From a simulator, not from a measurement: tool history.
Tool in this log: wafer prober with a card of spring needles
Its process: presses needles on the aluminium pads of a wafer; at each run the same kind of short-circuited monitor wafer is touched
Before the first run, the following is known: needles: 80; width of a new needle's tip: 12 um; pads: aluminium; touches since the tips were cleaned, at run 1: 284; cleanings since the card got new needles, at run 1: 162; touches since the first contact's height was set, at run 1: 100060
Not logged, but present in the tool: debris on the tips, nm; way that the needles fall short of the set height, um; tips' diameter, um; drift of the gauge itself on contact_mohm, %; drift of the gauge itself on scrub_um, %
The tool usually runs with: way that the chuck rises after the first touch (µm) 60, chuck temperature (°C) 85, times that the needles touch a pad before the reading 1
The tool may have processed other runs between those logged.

run,hour,way that the chuck rises after the first touch (µm),chuck temperature (°C),times that the needles touch a pad before the reading,touches since the tips were cleaned,cleanings since the card got new needles,touches since the first contact's height was set,resistance of one needle with its contact and lead (mohm),way that a needle slides on the pad (µm)
1,0.0,60,85,1,284,162,100060,251,14.36
# hour 6.0: tips cleaned on abrasive film
# hour 13.5: tips cleaned on abrasive film
# hour 21.1: tips cleaned on abrasive film
# hour 28.6: tips cleaned on abrasive film
# hour 36.1: tips cleaned on abrasive film
# hour 42.1: tips cleaned on abrasive film
# hour 49.6: tips cleaned on abrasive film
# hour 55.6: tips cleaned on abrasive film
# hour 63.2: tips cleaned on abrasive film
2,65.7,60,85,1,1127,171,128940,268,14.08
# hour 70.2: tips cleaned on abrasive film
# hour 76.3: tips cleaned on abrasive film
# hour 83.8: tips cleaned on abrasive film
# hour 91.3: tips cleaned on abrasive film
# hour 98.8: tips cleaned on abrasive film
# hour 106.3: tips cleaned on abrasive film
# hour 113.8: tips cleaned on abrasive film
# hour 121.3: tips cleaned on abrasive film
# hour 127.4: tips cleaned on abrasive film
# hour 134.9: tips cleaned on abrasive film
# hour 142.4: tips cleaned on abrasive film
3,147.9,60,85,1,2463,182,165103,297,13.79
# hour 149.5: tips cleaned on abrasive film
# hour 155.5: tips cleaned on abrasive film
# hour 163.0: tips cleaned on abrasive film
# hour 170.5: tips cleaned on abrasive film
# hour 178.0: tips cleaned on abrasive film
# hour 185.6: tips cleaned on abrasive film
# hour 193.1: tips cleaned on abrasive film
4,193.2,60,85,2,70,189,184995,244,13.61
# hour 199.3: tips cleaned on abrasive film
# hour 206.8: tips cleaned on abrasive film
# hour 214.3: tips cleaned on abrasive film
# hour 221.8: tips cleaned on abrasive film
# hour 229.3: tips cleaned on abrasive film
# hour 236.8: tips cleaned on abrasive film
# hour 242.8: tips cleaned on abrasive film
5,246.9,60,85,2,1825,196,208625,267,13.48
# hour 250.0: tips cleaned on abrasive film
# hour 253.3: height of the first contact set anew
# hour 257.8: tips cleaned on abrasive film
# hour 265.3: tips cleaned on abrasive film
# hour 272.8: tips cleaned on abrasive film
# hour 280.3: tips cleaned on abrasive film
# hour 287.8: tips cleaned on abrasive film
# hour 295.4: tips cleaned on abrasive film
# hour 301.4: tips cleaned on abrasive film
6,304.1,60,85,2,1211,204,22356,261,12.89
# hour 308.7: tips cleaned on abrasive film
# hour 316.2: tips cleaned on abrasive film
# hour 323.7: tips cleaned on abrasive film
# hour 331.2: tips cleaned on abrasive film
# hour 338.7: tips cleaned on abrasive film
# hour 346.2: tips cleaned on abrasive film
# hour 352.2: tips cleaned on abrasive film
# hour 359.7: tips cleaned on abrasive film
# hour 367.3: tips cleaned on abrasive film
# hour 374.8: tips cleaned on abrasive film
7,376.3,60,85,2,685,214,54096,254,12.57
# hour 380.9: tips cleaned on abrasive film
# hour 386.9: tips cleaned on abrasive film
# hour 394.4: tips cleaned on abrasive film
# hour 400.4: tips cleaned on abrasive film
# hour 408.0: tips cleaned on abrasive film
# hour 415.5: tips cleaned on abrasive film
# hour 421.5: tips cleaned on abrasive film
8,424.1,60,85,2,1144,221,75075,265,12.50
# hour 428.6: tips cleaned on abrasive film
# hour 436.1: tips cleaned on abrasive film
# hour 443.6: tips cleaned on abrasive film
# hour 449.7: tips cleaned on abrasive film
# hour 457.2: tips cleaned on abrasive film
# hour 464.7: tips cleaned on abrasive film
# hour 472.2: tips cleaned on abrasive film
9,472.7,60,85,1,232,228,96452,254,12.29
# hour 478.7: tips cleaned on abrasive film
# hour 486.3: tips cleaned on abrasive film
# hour 493.8: tips cleaned on abrasive film
# hour 501.3: tips cleaned on abrasive film
# hour 508.8: tips cleaned on abrasive film
# hour 516.3: tips cleaned on abrasive film
# hour 522.3: tips cleaned on abrasive film
10,527.0,60,85,1,2078,235,120334,308,12.05
# hour 528.6: tips cleaned on abrasive film
# hour 531.8: height of the first contact set anew, once more
# hour 536.4: tips cleaned on abrasive film
# hour 543.9: tips cleaned on abrasive film
# hour 549.9: tips cleaned on abrasive film
# hour 557.4: tips cleaned on abrasive film
# hour 564.9: tips cleaned on abrasive film
11,568.4,60,85,1,1564,241,16101,282,14.69
# hour 571.5: tips cleaned on abrasive film
# hour 579.0: tips cleaned on abrasive film
# hour 586.5: tips cleaned on abrasive film
# hour 594.0: tips cleaned on abrasive film
# hour 601.5: tips cleaned on abrasive film
# hour 609.1: tips cleaned on abrasive film
12,612.9,60,85,1,1733,247,35675,284,14.65

For run 13, what comes out?
# hour 616.0: tips cleaned on abrasive film
# hour 623.5: tips cleaned on abrasive film
# hour 629.6: tips cleaned on abrasive film
# hour 637.1: tips cleaned on abrasive film
# hour 644.6: tips cleaned on abrasive film
# hour 652.1: tips cleaned on abrasive film
# hour 659.6: tips cleaned on abrasive film
# hour 667.1: tips cleaned on abrasive film
# hour 674.6: tips cleaned on abrasive film
# hour 680.6: tips cleaned on abrasive film
# hour 688.2: tips cleaned on abrasive film
13,690.1,60,85,2,872,258,69585,?,?

Run 13 came out at resistance of one needle with its contact and lead (mohm) 257, way that a needle slides on the pad (µm) 14.33.
Minus the tool's unlogged condition, the same run would have read resistance of one needle with its contact and lead (mohm) 237, way that a needle slides on the pad (µm) 14.79.
